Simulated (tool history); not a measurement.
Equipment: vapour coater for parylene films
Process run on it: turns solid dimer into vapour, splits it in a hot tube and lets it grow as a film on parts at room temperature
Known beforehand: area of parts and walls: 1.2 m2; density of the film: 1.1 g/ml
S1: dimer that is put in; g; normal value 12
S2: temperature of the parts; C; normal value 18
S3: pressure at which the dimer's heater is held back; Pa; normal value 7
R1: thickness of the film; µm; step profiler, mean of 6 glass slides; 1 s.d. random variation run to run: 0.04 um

| run | hour | S1 | S2 | S3 | R1 |
|---|---|---|---|---|---|
| 1 | 0 | 12 | 18 | 7 | 4.16 |
| 2 | 22.2 | 12 | 18 | 7 | 4.16 |
| 3 | 44.8 | 12 | 18 | 7 | 4.15 |
| 4 | 80.2 | 12 | 18 | 7 | 4.15 |
| 5 | 106.4 | 12 | 18 | 7 | 4.14 |
| 6 | 137.6 | 12 | 18 | 7 | 4.08 |
| 7 | 172.4 | 12 | 18 | 7 | 4.05 |
| 8 | 193.9 | 12 | 18 | 7 | 4.02 |
| 9 | 217.6 | 12 | 18 | 7 | 4.01 |
| 10 | 247.9 | 12 | 20 | 7 | 3.67 |
| 11 | 281.5 | 12 | 18 | 7 | 3.97 |
| 12 | 297.4 | 12 | 14 | 7 | 4.61 |
| 13 | 325.2 | 6 | 12 | 4.69 | 2.62 |
| 14 | 350.3 | 12 | 22 | 7 | 3.41 |
| 15 | 380.3 | 21 | 13 | 2.09 | 9.4 |
| 16 | 398.6 | 5 | 16 | 2.31 | 1.95 |

Forecast run 17:
| 17 | 430.5 | 5 | 16 | 2.31 | ? |

{"run 17": {"R1": 1.95}}
With no hidden state in the tool, this same run would have given R1 2.2 µm.

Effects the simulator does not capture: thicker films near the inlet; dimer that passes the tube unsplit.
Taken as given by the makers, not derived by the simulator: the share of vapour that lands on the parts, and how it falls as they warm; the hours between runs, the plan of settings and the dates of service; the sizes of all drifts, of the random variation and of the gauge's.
